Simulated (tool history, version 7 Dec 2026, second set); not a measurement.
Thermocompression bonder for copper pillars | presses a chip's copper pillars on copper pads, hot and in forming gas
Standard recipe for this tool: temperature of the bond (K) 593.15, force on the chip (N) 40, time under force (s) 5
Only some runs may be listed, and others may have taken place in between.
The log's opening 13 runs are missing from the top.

| run | hour | temperature of the bond (K) | force on the chip (N) | time under force (s) | hours of work since the heater was calibrated | hours of work since the force cell was calibrated | hours of work since the gas filter was changed | force that shears a chip off (N) |
|---|---|---|---|---|---|---|---|---|
| 14 | 94.8 | 593.15 | 40 | 5 | 310 | 212 | 197 | 64.8 |
| 15 | 99.6 | 593.15 | 40 | 5 | 313 | 215 | 200 | 66.2 |
| 16 | 106.5 | 593.15 | 41 | 5 | 317 | 219 | 205 | 65.8 |
| 17 | 114.8 | 593.15 | 41 | 5 | 323 | 225 | 211 | 67.5 |
| 18 | 121.8 | 593.15 | 41 | 5 | 328 | 230 | 215 | 68.2 |
| 19 | 129.2 | 617.15 | 47 | 3 | 332 | 235 | 220 | 81.5 |
| 20 | 136.6 | 588.15 | 47 | 6 | 337 | 239 | 225 | 75.9 |
| 21 | 146 | 574.15 | 47 | 6 | 344 | 246 | 231 | 64.7 |
| 22 | 155.6 | 564.15 | 47 | 9 | 350 | 252 | 238 | 63.5 |
| 23 | 163.2 | 564.15 | 47 | 9 | 355 | 257 | 243 | 65.6 |
| 24 | 169.5 | 593.15 | 48 | 3 | 359 | 261 | 247 | 64.4 |
| 25 | 179.8 | 593.15 | 27 | 12 | 366 | 268 | 254 | 58.1 |
| 26 | 190.1 | 564.15 | 27 | 3 | 373 | 275 | 261 | 21.4 |
| 27 | 197.6 | 564.15 | 39 | 5 | 378 | 280 | 266 | 42.2 |
| 28 | 203.7 | 564.15 | 39 | 5 | 382 | 284 | 270 | 41.9 |
| 29 | 213.8 | 564.15 | 41 | 3 | 389 | 291 | 276 | 36.5 |
| 30 | 223.8 | 593.15 | 58 | 7 | 395 | 297 | 283 | 95.3 |
| 31 | 234.4 | 591.15 | 32 | 5 | 402 | 305 | 290 | 48.5 |
| 32 | 242.1 | 578.15 | 59 | 4 | 408 | 310 | 295 | 71.8 |
| 33 | 252 | 619.15 | 59 | 9 | 414 | 316 | 302 | 112.4 |
| 34 | 262.6 | 593.15 | 34 | 13 | 421 | 323 | 309 | 73.7 |
| 35 | 267.5 | 581.15 | 44 | 6 | 424 | 327 | 312 | 65 |
| 36 | 272.3 | 593.15 | 36 | 9 | 428 | 330 | 315 | 69.5 |

Branching from run 36: 5 alternative next runs. What would each branch give?
| A | 278.3 | 602.15 | 30 | 5 | 432 | 334 | 319 | ? |
| B | 278.3 | 585.15 | 41 | 14 | 432 | 334 | 319 | ? |
| C | 278.3 | 568.15 | 54 | 6 | 432 | 334 | 319 | ? |
| D | 278.3 | 593.15 | 33 | 5 | 432 | 334 | 319 | ? |
| E | 278.3 | 593.15 | 46 | 5 | 432 | 334 | 319 | ? |

| run | force that shears a chip off (N) |
|---|---|
| A | 52.1 |
| B | 80 |
| C | 65.3 |
| D | 51.8 |
| E | 72.4 |
With no hidden state in the tool, these same runs would have given:
| run | force that shears a chip off (N) |
|---|---|
| A | 59.1 |
| B | 89.5 |
| C | 73.9 |
| D | 58.9 |
| E | 81.4 |
